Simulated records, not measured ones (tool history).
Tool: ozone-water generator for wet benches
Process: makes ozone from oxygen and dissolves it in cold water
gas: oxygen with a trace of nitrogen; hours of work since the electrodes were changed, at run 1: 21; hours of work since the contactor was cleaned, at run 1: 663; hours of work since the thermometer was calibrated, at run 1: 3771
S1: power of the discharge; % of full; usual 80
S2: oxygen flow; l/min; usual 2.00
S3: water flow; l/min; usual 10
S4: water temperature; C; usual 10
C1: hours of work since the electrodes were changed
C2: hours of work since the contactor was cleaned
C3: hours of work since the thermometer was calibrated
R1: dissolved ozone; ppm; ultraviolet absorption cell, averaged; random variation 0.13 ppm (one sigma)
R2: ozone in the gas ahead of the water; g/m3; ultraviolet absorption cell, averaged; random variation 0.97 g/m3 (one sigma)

{"run": 1, "hour": 0.0, "S1": 80, "S2": 2.0, "S3": 10, "S4": 10, "C1": 21, "C2": 663, "C3": 3771, "R1": 13.3, "R2": 165.0}
{"run": 2, "hour": 20.8, "S1": 80, "S2": 2.0, "S3": 10, "S4": 10, "C1": 37, "C2": 678, "C3": 3787, "R1": 13.4, "R2": 164.3}
{"run": 3, "hour": 58.7, "S1": 80, "S2": 2.0, "S3": 10, "S4": 10, "C1": 66, "C2": 707, "C3": 3816, "R1": 13.4, "R2": 165.7}
{"run": 4, "hour": 86.6, "S1": 80, "S2": 2.0, "S3": 10, "S4": 14, "C1": 87, "C2": 728, "C3": 3837, "R1": 12.8, "R2": 166.9}
{"run": 5, "hour": 106.5, "S1": 80, "S2": 1.85, "S3": 10, "S4": 10, "C1": 102, "C2": 743, "C3": 3852, "R1": 13.2, "R2": 174.5}
{"run": 6, "hour": 123.0, "S1": 65, "S2": 2.0, "S3": 10, "S4": 10, "C1": 115, "C2": 756, "C3": 3864, "R1": 11.5, "R2": 140.5}
{"run": 7, "hour": 159.5, "S1": 65, "S2": 2.0, "S3": 10, "S4": 10, "C1": 142, "C2": 784, "C3": 3892, "R1": 11.5, "R2": 139.2}
{"run": 8, "hour": 197.4, "S1": 65, "S2": 2.0, "S3": 10, "S4": 10, "C1": 171, "C2": 812, "C3": 3921, "R1": 11.2, "R2": 141.5}
{"run": 9, "hour": 224.4, "S1": 80, "S2": 2.0, "S3": 10, "S4": 15, "C1": 192, "C2": 833, "C3": 3941, "R1": 12.6, "R2": 165.7}
{"run": 10, "hour": 242.1, "S1": 80, "S2": 2.0, "S3": 10, "S4": 15, "C1": 205, "C2": 846, "C3": 3955, "R1": 12.6, "R2": 167.0}
{"run": 11, "hour": 265.4, "S1": 80, "S2": 2.38, "S3": 10, "S4": 10, "C1": 223, "C2": 864, "C3": 3972, "R1": 13.4, "R2": 148.0}
{"run": 12, "hour": 288.1, "S1": 80, "S2": 2.38, "S3": 10, "S4": 10, "C1": 240, "C2": 881, "C3": 3990, "R1": 13.1, "R2": 146.5}
{"run": 13, "hour": 309.0, "S1": 80, "S2": 2.0, "S3": 10, "S4": 10, "C1": 256, "C2": 897, "C3": 4006, "R1": 13.3, "R2": 167.8}
{"run": 14, "hour": 346.3, "S1": 80, "S2": 2.0, "S3": 10, "S4": 10, "C1": 284, "C2": 925, "C3": 4034, "R1": 13.3, "R2": 165.2}
{"run": 15, "hour": 363.1, "S1": 80, "S2": 1.08, "S3": 10, "S4": 10, "C1": 297, "C2": 938, "C3": 4047, "R1": 12.6, "R2": 248.6}
{"run": 16, "hour": 382.1, "S1": 80, "S2": 1.08, "S3": 10, "S4": 10, "C1": 311, "C2": 953, "C3": 4061, "R1": 12.6, "R2": 247.9}
{"run": 17, "hour": 403.3, "S1": 80, "S2": 1.08, "S3": 10, "S4": 10, "C1": 327, "C2": 969, "C3": 4077, "R1": 12.5, "R2": 246.4}
{"hour": 410.2, "done": "contactor cleaned"}
{"run": 18, "hour": 438.1, "S1": 80, "S2": 2.1, "S3": 10, "S4": 10, "C1": 351, "C2": 21, "C3": 4101, "R1": 13.2, "R2": 159.6}
{"run": 19, "hour": 471.2, "S1": 80, "S2": 2.1, "S3": 10, "S4": 10, "C1": 376, "C2": 46, "C3": 4126, "R1": 13.3, "R2": 160.9}
{"hour": 481.7, "done": "contactor cleaned, once more"}
{"run": 20, "hour": 510.1, "S1": 47, "S2": 1.77, "S3": 8, "S4": 13, "C1": 402, "C2": 22, "C3": 4152, "R1": 10.5, "R2": 116.3}
{"run": 21, "hour": 540.0, "S1": 87, "S2": 2.0, "S3": 14, "S4": 14, "C1": 425, "C2": 44, "C3": 4175, "R1": 9.5, "R2": 177.2}
{"run": 22, "hour": 573.1, "S1": 80, "S2": 2.48, "S3": 10, "S4": 15, "C1": 450, "C2": 69, "C3": 4200, "R1": 12.6, "R2": 143.1}
{"run": 23, "hour": 603.6, "S1": 80, "S2": 2.0, "S3": 7, "S4": 7, "C1": 473, "C2": 93, "C3": 4223, "R1": 19.6, "R2": 165.1}
{"run": 24, "hour": 621.8, "S1": 80, "S2": 1.44, "S3": 9, "S4": 10, "C1": 487, "C2": 106, "C3": 4237, "R1": 14.9, "R2": 202.1}
{"run": 25, "hour": 659.8, "S1": 80, "S2": 1.44, "S3": 9, "S4": 10, "C1": 516, "C2": 135, "C3": 4266, "R1": 14.9, "R2": 202.8}
{"run": 26, "hour": 681.7, "S1": 80, "S2": 2.08, "S3": 10, "S4": 10, "C1": 533, "C2": 152, "C3": 4282, "R1": 13.3, "R2": 158.6}
{"run": 27, "hour": 697.7, "S1": 75, "S2": 2.0, "S3": 10, "S4": 8, "C1": 545, "C2": 164, "C3": 4295, "R1": 12.8, "R2": 155.5}
{"run": 28, "hour": 725.2, "S1": 73, "S2": 1.33, "S3": 10, "S4": 14, "C1": 566, "C2": 185, "C3": 4315, "R1": 11.8, "R2": 201.3}
{"run": 29, "hour": 756.0, "S1": 73, "S2": 1.33, "S3": 10, "S4": 14, "C1": 589, "C2": 208, "C3": 4339, "R1": 11.6, "R2": 198.7}
{"run": 30, "hour": 785.3, "S1": 80, "S2": 1.46, "S3": 10, "S4": 9, "C1": 611, "C2": 231, "C3": 4361, "R1": 13.1, "R2": 200.2}
{"run": 31, "hour": 817.7, "S1": 54, "S2": 1.38, "S3": 14, "S4": 11, "C1": 636, "C2": 255, "C3": 4386, "R1": 6.4, "R2": 152.7}
{"run": 32, "hour": 844.1, "S1": 74, "S2": 3.18, "S3": 9, "S4": 7, "C1": 656, "C2": 275, "C3": 4406, "R1": 14.3, "R2": 114.0}
{"run": 33, "hour": 873.2, "S1": 74, "S2": 1.95, "S3": 9, "S4": 11, "C1": 678, "C2": 297, "C3": 4428, "R1": 13.8, "R2": 155.7}
{"run": 34, "hour": 889.2, "S1": 74, "S2": 1.95, "S3": 9, "S4": 11, "C1": 690, "C2": 309, "C3": 4440, "R1": 13.9, "R2": 156.0}

3 ways to go on from here, each from the tool as it stands after run 34. What would each give?
{"run": "A", "hour": 918.1, "S1": 74, "S2": 1.95, "S3": 15, "S4": 11, "C1": 712, "C2": 331, "C3": 4462, "R1": "?", "R2": "?"}
{"run": "B", "hour": 918.1, "S1": 74, "S2": 1.95, "S3": 15, "S4": 11, "C1": 712, "C2": 331, "C3": 4462, "R1": "?", "R2": "?"}
{"run": "C", "hour": 918.1, "S1": 69, "S2": 1.95, "S3": 10, "S4": 6, "C1": 712, "C2": 331, "C3": 4462, "R1": "?", "R2": "?"}

run=A R1=7.8 R2=154.9
run=B R1=7.7 R2=156.8
run=C R1=12.2 R2=148.6
Without the tool's hidden state the same runs would have given:
run=A R1=8.1 R2=157.9
run=B R1=8.0 R2=159.8
run=C R1=12.6 R2=151.3
